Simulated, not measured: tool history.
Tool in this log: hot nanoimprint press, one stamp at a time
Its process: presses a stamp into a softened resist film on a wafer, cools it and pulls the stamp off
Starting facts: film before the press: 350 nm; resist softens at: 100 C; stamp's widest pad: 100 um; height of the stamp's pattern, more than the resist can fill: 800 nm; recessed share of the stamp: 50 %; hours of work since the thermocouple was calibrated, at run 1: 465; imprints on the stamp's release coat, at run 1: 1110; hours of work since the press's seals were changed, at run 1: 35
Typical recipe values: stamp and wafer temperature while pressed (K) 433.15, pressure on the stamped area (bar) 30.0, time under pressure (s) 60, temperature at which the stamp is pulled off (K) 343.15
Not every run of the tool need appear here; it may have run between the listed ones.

| run | hour | stamp and wafer temperature while pressed (K) | pressure on the stamped area (bar) | time under pressure (s) | temperature at which the stamp is pulled off (K) | hours of work since the thermocouple was calibrated | imprints on the stamp's release coat | hours of work since the press's seals were changed | resist left under the stamp's widest pad (Å) | greatest force while the stamp is pulled off (N) |
|---|---|---|---|---|---|---|---|---|---|---|
| 1 | 0.0 | 433.15 | 30.0 | 60 | 343.15 | 465 | 1110 | 35 | 2036 | 226 |
| 2 | 29.7 | 433.15 | 30.0 | 60 | 343.15 | 482 | 1191 | 51 | 2025 | 226 |
| 3 | 56.0 | 433.15 | 30.0 | 60 | 343.15 | 496 | 1263 | 66 | 2020 | 226 |
|  | 80.3 | stamp cleaned and given a new release coat |
| 4 | 82.7 | 433.15 | 30.0 | 60 | 343.15 | 507 | 7 | 77 | 2015 | 224 |
| 5 | 116.7 | 433.15 | 30.0 | 60 | 343.15 | 526 | 100 | 96 | 2010 | 229 |
| 6 | 132.1 | 433.15 | 30.0 | 60 | 343.15 | 535 | 142 | 104 | 2009 | 226 |
| 7 | 165.3 | 433.15 | 30.0 | 60 | 343.15 | 553 | 233 | 123 | 2006 | 230 |
|  | 181.8 | plate thermocouple calibrated |
| 8 | 201.5 | 433.15 | 30.0 | 60 | 343.15 | 11 | 323 | 141 | 2002 | 221 |
| 9 | 222.4 | 433.15 | 27.9 | 60 | 343.15 | 22 | 381 | 152 | 2057 | 226 |
| 10 | 247.7 | 433.15 | 27.9 | 60 | 343.15 | 36 | 450 | 166 | 2052 | 220 |
| 11 | 283.7 | 433.15 | 27.9 | 60 | 343.15 | 56 | 548 | 186 | 2051 | 225 |
|  | 303.3 | gauge calibrated |
| 12 | 306.6 | 433.15 | 30.0 | 60 | 343.15 | 69 | 611 | 199 | 2034 | 222 |
| 13 | 339.2 | 433.15 | 30.0 | 60 | 343.15 | 87 | 700 | 217 | 2033 | 228 |
| 14 | 354.4 | 433.15 | 30.0 | 60 | 343.15 | 95 | 742 | 225 | 2027 | 230 |
| 15 | 384.5 | 433.15 | 30.0 | 60 | 343.15 | 112 | 824 | 241 | 2021 | 228 |
| 16 | 412.3 | 433.15 | 30.0 | 60 | 343.15 | 127 | 900 | 257 | 2014 | 225 |
| 17 | 447.3 | 421.15 | 30.0 | 60 | 343.15 | 146 | 996 | 276 | 3013 | 227 |
| 18 | 468.2 | 437.15 | 30.0 | 60 | 343.15 | 158 | 1053 | 288 | 1678 | 229 |
| 19 | 503.5 | 432.15 | 46.6 | 59 | 336.15 | 177 | 1150 | 307 | 1695 | 267 |
| 20 | 522.5 | 432.15 | 36.0 | 59 | 332.15 | 187 | 1202 | 317 | 1919 | 289 |
| 21 | 558.7 | 432.15 | 36.0 | 74 | 332.15 | 207 | 1301 | 337 | 1784 | 295 |

Run 22 has not been measured yet. What should we expect?
|  | 570.7 | stamp cleaned and given a new release coat |
| 22 | 599.2 | 432.15 | 22.8 | 60 | 343.15 | 226 | 78 | 356 | ? | ? |

{"run 22": {"resist left under the stamp's widest pad (Å)": 2317, "greatest force while the stamp is pulled off (N)": 222}}
Take away the tool's hidden state, keep the run-to-run variation as it was, and the same run would have given resist left under the stamp's widest pad (Å) 2386, greatest force while the stamp is pulled off (N) 222.
